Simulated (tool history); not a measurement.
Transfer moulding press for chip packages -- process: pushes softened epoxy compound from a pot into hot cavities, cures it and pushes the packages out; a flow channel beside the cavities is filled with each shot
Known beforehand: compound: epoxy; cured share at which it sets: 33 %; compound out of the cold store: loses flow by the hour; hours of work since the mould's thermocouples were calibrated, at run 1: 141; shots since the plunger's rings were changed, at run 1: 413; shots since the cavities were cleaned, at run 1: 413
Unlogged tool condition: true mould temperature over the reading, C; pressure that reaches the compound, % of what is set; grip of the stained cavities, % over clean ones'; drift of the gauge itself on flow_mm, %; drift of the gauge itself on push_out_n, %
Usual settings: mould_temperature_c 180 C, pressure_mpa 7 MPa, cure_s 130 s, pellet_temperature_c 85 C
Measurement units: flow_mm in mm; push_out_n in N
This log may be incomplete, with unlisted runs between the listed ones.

run	day	mould_temperature_c	pressure_mpa	cure_s	pellet_temperature_c	hours of work since the mould's thermocouples were calibrated	shots since the plunger's rings were changed	shots since the cavities were cleaned	incoming compound's hours out of the cold store	flow_mm	push_out_n
1	0	180	7	130	85	141	413	413	8.6	657	725
2	2.279	180	7	130	85	177	929	929	11.6	643	779
# day 3.008: cavities cleaned with cleaning compound and waxed
3	3.962	180	7	130	85	204	1296	216	39.2	553	536
4	5.442	180	7	130	85	227	1630	550	29.5	587	686
5	7.121	175	7	130	85	255	2011	931	13.3	651	1060
# day 7.729: cavities cleaned with cleaning compound and waxed
6	10.583	180	7	137	85	309	2780	646	9.2	644	688
# day 12.579: cavities cleaned with cleaning compound and waxed
7	14.196	180	7	137	85	367	3583	366	28	572	588
# day 17.446: cavities cleaned with cleaning compound and waxed
8	17.467	180	7	137	85	419	4310	5	45	523	317
9	20.625	180	7	137	85	470	5025	720	36.5	547	645
# day 21.058: mould's thermocouples calibrated
# day 22.346: cavities cleaned with cleaning compound and waxed
10	22.346	180	7	137	85	20	5381	1	30.5	555	304
# day 23.533: plunger's sealing rings changed
11	24.775	180	7	130	85	57	281	527	10	657	662
# day 27.121: cavities cleaned with cleaning compound and waxed
12	27.496	180	7	133	85	100	882	84	16.5	631	427
13	29.562	180	7	133	85	134	1350	552	24.6	595	637
# day 31.771: cavities cleaned with cleaning compound and waxed
14	32.442	182	7	113	85	179	1988	152	11.6	638	590
15	33.992	182	6.71	113	89	204	2339	503	28.6	567	768
16	35.5	184	5.66	153	89	228	2680	844	8.3	578	546
# day 36.538: cavities cleaned with cleaning compound and waxed
17	38.442	184	5.66	153	89	275	3332	431	37.8	488	453
18	40.962	187	8.14	147	85	316	3902	1001	13.1	664	561
# day 41.229: cavities cleaned with cleaning compound and waxed
19	43.658	181	7	133	85	358	4498	550	29.7	565	651
# day 46.046: cavities cleaned with cleaning compound and waxed
20	47.204	180	7	112	85	414	5286	262	8.3	638	870
# day 48.696: plunger's sealing rings changed
21	50.483	180	6.03	112	76	466	404	981	44.2	505	940
# day 50.879: cavities cleaned with cleaning compound and waxed
# day 51.412: mould's thermocouples calibrated
22	52.612	180	6.03	112	76	19	852	373	26.3	558	850
23	54.825	180	6.03	112	76	55	1353	874	20.1	575	988
# day 55.633: cavities cleaned with cleaning compound and waxed
24	56.788	172	7	130	85	86	1783	261	34.5	579	913
25	58.496	172	7	130	85	113	2170	648	19.8	635	1205
# day 60.492: cavities cleaned with cleaning compound and waxed
26	61.267	172	7	130	85	157	2783	176	44.8	545	755

Each row is a separate what-if for the run after 26, all from the same tool condition, not one after another. Results?
A	63.446	172	8.74	155	92	192	3276	669	11.4	?	?
B	63.446	180	5.41	130	76	192	3276	669	15.7	?	?
C	63.446	186	8.67	149	85	192	3276	669	19.5	?	?
D	63.446	180	7.04	144	93	192	3276	669	10	?	?

run	flow_mm	push_out_n
A	735	865
B	543	744
C	660	541
D	645	620
The same runs, with their run-to-run variation unchanged, on a tool lacking any hidden condition would have given:
run	flow_mm	push_out_n
A	755	404
B	558	344
C	679	255
D	663	289
